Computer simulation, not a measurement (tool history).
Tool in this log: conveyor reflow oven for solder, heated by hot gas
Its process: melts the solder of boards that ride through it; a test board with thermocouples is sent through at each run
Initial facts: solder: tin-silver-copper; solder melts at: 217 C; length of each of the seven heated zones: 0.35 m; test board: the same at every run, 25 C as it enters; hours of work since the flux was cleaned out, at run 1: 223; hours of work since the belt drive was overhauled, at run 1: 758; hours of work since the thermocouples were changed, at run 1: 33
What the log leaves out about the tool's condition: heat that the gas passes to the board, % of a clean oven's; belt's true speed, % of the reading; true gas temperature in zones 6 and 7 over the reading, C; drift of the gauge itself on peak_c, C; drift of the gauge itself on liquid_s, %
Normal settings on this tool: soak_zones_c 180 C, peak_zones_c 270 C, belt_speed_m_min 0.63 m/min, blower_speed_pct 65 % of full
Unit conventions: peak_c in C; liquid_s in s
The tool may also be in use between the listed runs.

run,hour,soak_zones_c,peak_zones_c,belt_speed_m_min,blower_speed_pct,hours of work since the flux was cleaned out,hours of work since the belt drive was overhauled,hours of work since the thermocouples were changed,peak_c,liquid_s
1,0,180,270,0.63,65,223,758,33,260.2,57.2
2,31.1,180,270,0.63,65,242,777,52,260.2,57.5
3,81.8,180,270,0.63,65,274,809,84,260,57.6
4,107.2,180,270,0.63,65,290,825,100,260.5,57.7
5,156.3,180,270,0.63,65,320,856,131,260.5,57.4
# hour 193.3: flux residue cleaned out of gas plates and filters
6,204.2,180,270,0.63,70,7,882,158,261.3,58.2
# hour 243: belt drive overhauled, speed set with a stopwatch
7,248.3,180,270,0.63,70,32,3,183,261.6,57.6
8,271.4,180,270,0.63,70,46,18,197,261.6,57.8
9,299.3,180,267,0.63,65,64,35,214,257.4,56.2
10,350.3,178,270,0.63,78,96,67,246,261.7,58.1
11,399.7,177,270,0.63,80,126,98,277,261.5,57.8
12,429.6,177,270,0.63,80,145,117,296,262.4,57.3

Below are 3 alternative next runs, each starting from the tool's condition after run 12. Predict each:
A,484.1,180,270,0.572,76,179,151,330,?,?
B,484.1,173,266,0.63,75,179,151,330,?,?
C,484.1,180,261,0.511,88,179,151,330,?,?

run,peak_c,liquid_s
A,263.5,65.3
B,257.4,53.8
C,257,71
Without the tool's unlogged condition, the same runs would have read:
run,peak_c,liquid_s
A,263.4,65.3
B,257.3,53.8
C,256.9,70.9
